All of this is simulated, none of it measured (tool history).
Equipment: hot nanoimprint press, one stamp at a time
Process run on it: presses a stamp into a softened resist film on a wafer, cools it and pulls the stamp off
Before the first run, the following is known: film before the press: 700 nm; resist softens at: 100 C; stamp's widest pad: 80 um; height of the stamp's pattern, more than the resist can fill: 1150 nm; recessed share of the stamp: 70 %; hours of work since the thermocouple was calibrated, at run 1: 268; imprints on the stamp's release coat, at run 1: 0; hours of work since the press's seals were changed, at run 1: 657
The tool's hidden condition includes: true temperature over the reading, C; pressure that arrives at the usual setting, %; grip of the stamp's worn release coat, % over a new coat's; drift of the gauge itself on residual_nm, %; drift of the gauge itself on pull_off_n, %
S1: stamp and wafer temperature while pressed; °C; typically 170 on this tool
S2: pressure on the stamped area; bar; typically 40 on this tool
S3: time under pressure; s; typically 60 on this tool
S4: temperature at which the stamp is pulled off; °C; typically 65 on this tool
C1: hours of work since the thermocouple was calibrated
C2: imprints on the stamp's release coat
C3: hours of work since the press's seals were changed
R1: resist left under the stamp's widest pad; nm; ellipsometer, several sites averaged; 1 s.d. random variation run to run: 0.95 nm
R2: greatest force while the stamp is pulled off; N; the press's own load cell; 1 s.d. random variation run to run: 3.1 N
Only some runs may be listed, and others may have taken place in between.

run   hour   S1    S2  S3  S4   C1   C2   C3     R1   R2
  1      0  170    40  60  65  268    0  657  354.9  172
  2     26  170    40  60  65  280   56  669  354.2  178
  3   78.7  170    40  60  65  305  170  694  356.2  180
  4  122.5  170    40  60  51  325  265  714  353.1  240
     151.1  -- plate thermocouple calibrated
  5  161.4  170    40  60  65    5  342  730  356.1  173
  6  191.5  170    40  60  56   19  407  744  353.5  214
  7  216.7  160    35  51  55   30  462  756  578.7  224
  8  245.3  160    35  51  55   43  523  769  577.8  226
  9  284.2  169  27.7  52  66   61  608  787  443.9  175
 10  335.1  169  27.7  52  66   85  717  810  443.2  176
 11  370.5  169  27.7  52  66  101  794  827    444  171

Consider 5 possible next runs. They are alternatives, not a sequence: every one starts from the tool as it was left by run 11. What does each give?
  A  412.9  169  30.6  89  51  121  886  846   ?   ?
  B  412.9  180  51.1  60  70  121  886  846   ?   ?
  C  412.9  170  32.7  60  70  121  886  846   ?   ?
  D  412.9  176    40  53  62  121  886  846   ?   ?
  E  412.9  169  27.7  69  66  121  886  846   ?   ?

run     R1   R2
  A  357.9  250
  B  181.4  151
  C  381.8  149
  D  270.1  191
  E  407.7  165
Without the tool's hidden state the same runs would have given:
run     R1   R2
  A  357.7  249
  B  181.2  151
  C  381.6  148
  D  269.9  190
  E  407.6  165
